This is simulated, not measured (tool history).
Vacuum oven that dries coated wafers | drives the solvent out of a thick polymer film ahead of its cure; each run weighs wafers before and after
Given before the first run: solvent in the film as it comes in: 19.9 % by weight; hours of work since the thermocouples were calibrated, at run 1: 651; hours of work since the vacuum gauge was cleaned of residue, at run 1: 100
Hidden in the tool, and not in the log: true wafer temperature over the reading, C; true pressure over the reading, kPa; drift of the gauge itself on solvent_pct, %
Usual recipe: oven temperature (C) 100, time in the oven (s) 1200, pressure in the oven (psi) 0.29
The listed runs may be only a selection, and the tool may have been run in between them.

run	hour	oven temperature (C)	time in the oven (s)	pressure in the oven (psi)	hours of work since the thermocouples were calibrated	hours of work since the vacuum gauge was cleaned of residue	solvent left in the film (%)
1	0	100	1200	0.29	651	100	3.18
2	34.9	100	1200	0.281	670	119	3.13
3	80.4	100	1740	0.29	694	143	2.03
4	137.3	100	1740	0.29	724	173	1.96
5	162.9	100	1200	0.255	738	187	3.09
6	201.4	100	1200	0.255	758	208	3.2
7	251.7	100	1200	0.255	785	234	3.13
8	294.2	94	1200	0.255	808	257	4.44
9	337.9	94	1200	0.255	831	280	4.5
10	365	94	2040	0.29	845	295	2.57
# hour 370: oven's thermocouples calibrated
11	408.5	94	2040	0.29	20	317	2.56
12	463.5	100	1380	0.29	50	346	2.79
13	496	100	780	0.161	67	363	5.11
14	523.7	100	1140	0.175	82	378	3.27
# hour 544.4: oven's thermocouples calibrated, once more
15	561.3	100	1140	0.175	9	397	2.92
16	597.1	100	1140	0.175	28	416	2.96
17	636.5	100	1140	0.175	49	437	2.88
18	666.2	100	1140	0.175	65	453	2.93

Each row is a separate what-if for the run after 18, all from the same tool condition, not one after another. Results?
A	703.6	100	1260	0.409	85	472	?
B	703.6	93	1140	0.175	85	472	?
C	703.6	100	1500	0.29	85	472	?
D	703.6	100	1560	0.175	85	472	?

run	solvent left in the film (%)
A	3.2
B	4.4
C	2.25
D	1.81
With the hidden condition removed and each run's random variation left untouched, the same runs would have given:
run	solvent left in the film (%)
A	3.08
B	4.26
C	2.14
D	1.69

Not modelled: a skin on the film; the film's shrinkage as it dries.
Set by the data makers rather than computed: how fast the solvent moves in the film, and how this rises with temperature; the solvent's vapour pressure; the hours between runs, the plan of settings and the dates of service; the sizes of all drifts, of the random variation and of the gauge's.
